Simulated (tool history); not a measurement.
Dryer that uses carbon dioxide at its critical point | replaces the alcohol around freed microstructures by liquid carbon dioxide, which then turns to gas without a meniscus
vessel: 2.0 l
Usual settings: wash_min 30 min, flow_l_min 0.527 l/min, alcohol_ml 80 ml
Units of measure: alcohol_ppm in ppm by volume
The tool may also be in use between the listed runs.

| run | hour | wash_min | flow_l_min | alcohol_ml | alcohol_ppm |
|---|---|---|---|---|---|
| 1 | 0 | 30 | 0.527 | 80 | 43 |
| 2 | 11.9 | 34 | 0.527 | 80 | 35 |
| 3 | 21 | 34 | 0.527 | 80 | 27 |
| 4 | 30.9 | 34 | 0.527 | 80 | 25 |
| 5 | 44.6 | 34 | 0.527 | 80 | 31 |
| 6 | 59.4 | 30 | 0.527 | 51 | 35 |
| 7 | 68.6 | 30 | 0.527 | 80 | 58 |
| 8 | 82.9 | 30 | 0.567 | 80 | 47 |
| 9 | 103.6 | 30 | 0.567 | 80 | 43 |
| 10 | 122.9 | 30 | 0.567 | 68 | 48 |
| 11 | 137 | 30 | 0.567 | 68 | 38 |
| 12 | 149.9 | 48 | 0.527 | 80 | 22 |
| 13 | 159.4 | 48 | 0.527 | 80 | 24 |
| 14 | 172.1 | 48 | 0.527 | 80 | 17 |
| 15 | 182.3 | 30 | 0.527 | 80 | 87 |
| 16 | 199.7 | 30 | 0.527 | 80 | 90 |
| 17 | 220 | 30 | 0.527 | 80 | 87 |
| 18 | 236.8 | 30 | 0.527 | 80 | 88 |
| 19 | 249.2 | 30 | 0.527 | 80 | 92 |
| 20 | 265 | 30 | 0.527 | 80 | 100 |
| 21 | 278.5 | 29 | 0.527 | 80 | 125 |
| 22 | 288.6 | 29 | 0.527 | 80 | 126 |
| 23 | 309.5 | 30 | 0.527 | 80 | 109 |
| 24 | 323.6 | 30 | 0.527 | 80 | 118 |
| 25 | 333.4 | 30 | 0.527 | 80 | 115 |
|  | 345.1 | inlet filter changed |
| 26 | 351.2 | 30 | 0.511 | 80 | 54 |
| 27 | 365.6 | 20 | 0.549 | 71 | 275 |
| 28 | 381.7 | 30 | 0.776 | 39 | 17 |
| 29 | 401.3 | 41 | 0.39 | 27 | 28 |
| 30 | 421.8 | 41 | 0.39 | 27 | 30 |
| 31 | 435.6 | 31 | 0.444 | 85 | 107 |
| 32 | 451.8 | 31 | 0.322 | 85 | 540 |
| 33 | 468.6 | 38 | 0.527 | 21 | 22 |
| 34 | 487.8 | 40 | 0.74 | 80 | 19 |
| 35 | 497.7 | 40 | 0.74 | 80 | 16 |
| 36 | 515.5 | 19 | 0.527 | 80 | 555 |
| 37 | 536.8 | 26 | 0.459 | 88 | 297 |
| 38 | 554.3 | 26 | 0.477 | 23 | 80 |
| 39 | 571.7 | 32 | 0.594 | 80 | 38 |
| 40 | 581.3 | 32 | 0.527 | 60 | 51 |
| 41 | 591.2 | 32 | 0.527 | 60 | 58 |
| 42 | 602.4 | 34 | 0.595 | 80 | 45 |
| 43 | 623.7 | 36 | 0.595 | 25 | 26 |
| 44 | 645.7 | 27 | 0.373 | 30 | 284 |
| 45 | 661.9 | 27 | 0.373 | 30 | 286 |
| 46 | 680.8 | 20 | 0.79 | 21 | 49 |
| 47 | 699.7 | 20 | 0.79 | 21 | 51 |

Forecast each of these 3 alternatives for the next run:
| A | 719.4 | 27 | 0.41 | 66 | ? |
| B | 719.4 | 36 | 0.754 | 21 | ? |
| C | 719.4 | 35 | 0.402 | 26 | ? |

| run | alcohol_ppm |
|---|---|
| A | 434 |
| B | 33 |
| C | 74 |
Without the tool's hidden state the same runs would have given:
| run | alcohol_ppm |
|---|---|
| A | 213 |
| B | 5 |
| C | 21 |
